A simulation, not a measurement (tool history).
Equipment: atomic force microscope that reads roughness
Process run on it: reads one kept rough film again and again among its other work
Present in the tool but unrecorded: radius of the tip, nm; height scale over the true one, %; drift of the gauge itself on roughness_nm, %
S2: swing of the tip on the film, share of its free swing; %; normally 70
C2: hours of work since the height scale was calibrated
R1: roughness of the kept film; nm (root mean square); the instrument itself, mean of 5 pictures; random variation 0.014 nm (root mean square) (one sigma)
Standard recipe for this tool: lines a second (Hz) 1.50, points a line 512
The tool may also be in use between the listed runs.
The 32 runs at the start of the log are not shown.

-- hour=788.0 new tip fitted
run 33 hour=794.7 | lines_a_second_(Hz)=0.77 S2=76 points_a_line=280 | pictures_with_this_tip=12 C2=33 | R1=3.183
run 34 hour=823.1 | lines_a_second_(Hz)=0.77 S2=76 points_a_line=280 | pictures_with_this_tip=62 C2=55 | R1=2.771
-- hour=833.3 new tip fitted
run 35 hour=853.4 | lines_a_second_(Hz)=2.13 S2=76 points_a_line=631 | pictures_with_this_tip=36 C2=78 | R1=2.907
-- hour=876.7 new tip fitted
run 36 hour=885.9 | lines_a_second_(Hz)=2.13 S2=76 points_a_line=631 | pictures_with_this_tip=16 C2=103 | R1=3.080
-- hour=919.9 new tip fitted
run 37 hour=919.9 | lines_a_second_(Hz)=1.29 S2=73 points_a_line=512 | pictures_with_this_tip=0 C2=129 | R1=3.345
run 38 hour=954.1 | lines_a_second_(Hz)=1.29 S2=73 points_a_line=512 | pictures_with_this_tip=61 C2=155 | R1=2.751
-- hour=962.9 new tip fitted
run 39 hour=978.5 | lines_a_second_(Hz)=1.70 S2=73 points_a_line=595 | pictures_with_this_tip=27 C2=174 | R1=3.059
run 40 hour=1002.9 | lines_a_second_(Hz)=0.59 S2=87 points_a_line=288 | pictures_with_this_tip=71 C2=193 | R1=2.706
-- hour=1008.2 new tip fitted
run 41 hour=1038.0 | lines_a_second_(Hz)=1.50 S2=70 points_a_line=439 | pictures_with_this_tip=54 C2=219 | R1=2.843
-- hour=1053.2 new tip fitted
run 42 hour=1064.7 | lines_a_second_(Hz)=1.50 S2=70 points_a_line=439 | pictures_with_this_tip=20 C2=240 | R1=3.105
run 43 hour=1079.7 | lines_a_second_(Hz)=1.50 S2=70 points_a_line=439 | pictures_with_this_tip=47 C2=251 | R1=2.886
-- hour=1098.7 new tip fitted
run 44 hour=1101.2 | lines_a_second_(Hz)=2.80 S2=68 points_a_line=365 | pictures_with_this_tip=4 C2=267 | R1=3.181
run 45 hour=1134.1 | lines_a_second_(Hz)=2.80 S2=68 points_a_line=365 | pictures_with_this_tip=63 C2=293 | R1=2.678

Predict each of these 3 candidate next runs independently; none follows another, all start after run 45:
-- hour=1143.0 new tip fitted
run A hour=1169.4 | lines_a_second_(Hz)=1.52 S2=58 points_a_line=512 | pictures_with_this_tip=47 C2=320 | R1=?
-- hour=1143.0 new tip fitted
run B hour=1169.4 | lines_a_second_(Hz)=0.76 S2=78 points_a_line=846 | pictures_with_this_tip=47 C2=320 | R1=?
-- hour=1143.0 new tip fitted
run C hour=1169.4 | lines_a_second_(Hz)=2.80 S2=72 points_a_line=365 | pictures_with_this_tip=47 C2=320 | R1=?

run=A R1=2.977
run=B R1=2.931
run=C R1=2.784
Stripped of hidden state, with their random variation kept, the same runs would have yielded:
run=A R1=3.421
run=B R1=3.367
run=C R1=3.200
